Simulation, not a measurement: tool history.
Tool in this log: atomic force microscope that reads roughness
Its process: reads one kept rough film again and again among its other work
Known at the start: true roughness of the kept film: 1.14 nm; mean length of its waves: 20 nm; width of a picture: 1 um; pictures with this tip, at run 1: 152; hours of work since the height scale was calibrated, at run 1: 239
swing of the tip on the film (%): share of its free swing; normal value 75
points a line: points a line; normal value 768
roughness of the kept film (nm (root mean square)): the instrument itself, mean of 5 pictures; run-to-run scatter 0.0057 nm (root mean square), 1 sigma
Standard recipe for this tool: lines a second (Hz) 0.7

| run | hour | lines a second (Hz) | swing of the tip on the film (%) | points a line | pictures with this tip | hours of work since the height scale was calibrated | roughness of the kept film (nm (root mean square)) |
|---|---|---|---|---|---|---|---|
| 1 | 0 | 0.7 | 75 | 768 | 152 | 239 | 0.916 |
| 2 | 16.1 | 0.7 | 75 | 768 | 177 | 251 | 0.896 |
| 3 | 26.6 | 0.7 | 75 | 768 | 194 | 259 | 0.894 |
| 4 | 36.4 | 0.7 | 75 | 768 | 209 | 266 | 0.882 |
| 5 | 47.7 | 0.7 | 75 | 768 | 227 | 275 | 0.874 |
| 6 | 60.7 | 0.7 | 75 | 445 | 247 | 284 | 0.848 |
| 7 | 75.4 | 0.7 | 75 | 445 | 270 | 295 | 0.845 |
| 8 | 92.4 | 0.7 | 75 | 445 | 296 | 308 | 0.838 |
|  | 95.1 | new tip fitted |
| 9 | 101.4 | 0.7 | 75 | 445 | 9 | 314 | 0.981 |
| 10 | 111 | 2.184 | 75 | 445 | 24 | 322 | 0.886 |
| 11 | 126.4 | 2.184 | 75 | 445 | 48 | 333 | 0.874 |
| 12 | 133.7 | 0.7 | 75 | 538 | 60 | 338 | 0.958 |
| 13 | 150.9 | 0.7 | 75 | 538 | 86 | 351 | 0.94 |
| 14 | 158.2 | 0.7 | 75 | 538 | 98 | 357 | 0.931 |
| 15 | 167.5 | 0.7 | 75 | 398 | 112 | 364 | 0.927 |
| 16 | 182.7 | 0.7 | 75 | 398 | 136 | 375 | 0.911 |
| 17 | 196.4 | 0.7 | 75 | 398 | 157 | 385 | 0.889 |
| 18 | 205.7 | 0.7 | 75 | 398 | 172 | 392 | 0.903 |
| 19 | 218.1 | 0.7 | 75 | 398 | 191 | 401 | 0.884 |
| 20 | 231.5 | 0.7 | 75 | 398 | 212 | 411 | 0.887 |
| 21 | 248.6 | 0.7 | 75 | 398 | 238 | 424 | 0.865 |
| 22 | 265.3 | 0.7 | 75 | 398 | 264 | 437 | 0.863 |
| 23 | 278.1 | 0.7 | 75 | 398 | 284 | 446 | 0.854 |
|  | 288.7 | new tip fitted |
| 24 | 289 | 0.7 | 75 | 398 | 0 | 454 | 0.982 |
|  | 291.6 | height scale calibrated on a step standard |
| 25 | 307.4 | 0.7 | 75 | 398 | 27 | 12 | 0.963 |
| 26 | 320.8 | 0.7 | 71 | 270 | 48 | 22 | 0.945 |
| 27 | 328.9 | 2.163 | 70 | 930 | 61 | 28 | 0.91 |
| 28 | 343.2 | 2.163 | 64 | 930 | 83 | 38 | 0.916 |
|  | 349.4 | height scale calibrated on a step standard, once more |
| 29 | 358.3 | 2.163 | 88 | 566 | 105 | 7 | 0.764 |
| 30 | 372.5 | 0.803 | 75 | 314 | 127 | 17 | 0.915 |
| 31 | 385.1 | 0.803 | 75 | 314 | 147 | 27 | 0.903 |
| 32 | 400.4 | 0.7 | 75 | 622 | 170 | 38 | 0.911 |
| 33 | 407.7 | 2.512 | 69 | 955 | 182 | 43 | 0.851 |
| 34 | 422.2 | 0.925 | 64 | 855 | 204 | 54 | 0.915 |
| 35 | 430 | 0.925 | 64 | 855 | 216 | 60 | 0.9 |
| 36 | 446.9 | 0.925 | 64 | 855 | 243 | 73 | 0.889 |
| 37 | 461 | 2.466 | 73 | 855 | 265 | 83 | 0.79 |
| 38 | 473.6 | 0.7 | 75 | 999 | 284 | 93 | 0.859 |
|  | 484 | new tip fitted |
| 39 | 491.3 | 0.7 | 75 | 999 | 11 | 105 | 0.995 |
| 40 | 500.5 | 0.997 | 84 | 999 | 25 | 112 | 0.941 |
| 41 | 511 | 3.488 | 67 | 566 | 42 | 120 | 0.884 |
| 42 | 528.5 | 3.488 | 67 | 566 | 69 | 133 | 0.869 |
| 43 | 539.8 | 3.488 | 67 | 566 | 86 | 142 | 0.862 |
| 44 | 557 | 1.444 | 64 | 509 | 113 | 154 | 0.935 |
| 45 | 568.5 | 0.778 | 75 | 768 | 131 | 163 | 0.922 |
| 46 | 585 | 0.778 | 75 | 768 | 157 | 175 | 0.909 |
| 47 | 594.5 | 0.778 | 75 | 768 | 172 | 182 | 0.912 |
| 48 | 606.3 | 0.778 | 75 | 768 | 190 | 191 | 0.895 |
| 49 | 617.3 | 0.745 | 75 | 932 | 207 | 199 | 0.895 |
| 50 | 627.2 | 0.745 | 75 | 932 | 222 | 207 | 0.881 |

Each row is a separate what-if for the run after 50, all from the same tool condition, not one after another. Results?
| A | 635.3 | 1.628 | 57 | 768 | 235 | 213 | ? |
| B | 635.3 | 2.536 | 75 | 932 | 235 | 213 | ? |
| C | 635.3 | 0.7 | 70 | 513 | 235 | 213 | ? |

| run | roughness of the kept film (nm (root mean square)) |
|---|---|
| A | 0.892 |
| B | 0.784 |
| C | 0.878 |
The same runs, with their run-to-run variation unchanged, on a tool lacking any hidden condition would have given:
| run | roughness of the kept film (nm (root mean square)) |
|---|---|
| A | 1.015 |
| B | 0.893 |
| C | 1 |

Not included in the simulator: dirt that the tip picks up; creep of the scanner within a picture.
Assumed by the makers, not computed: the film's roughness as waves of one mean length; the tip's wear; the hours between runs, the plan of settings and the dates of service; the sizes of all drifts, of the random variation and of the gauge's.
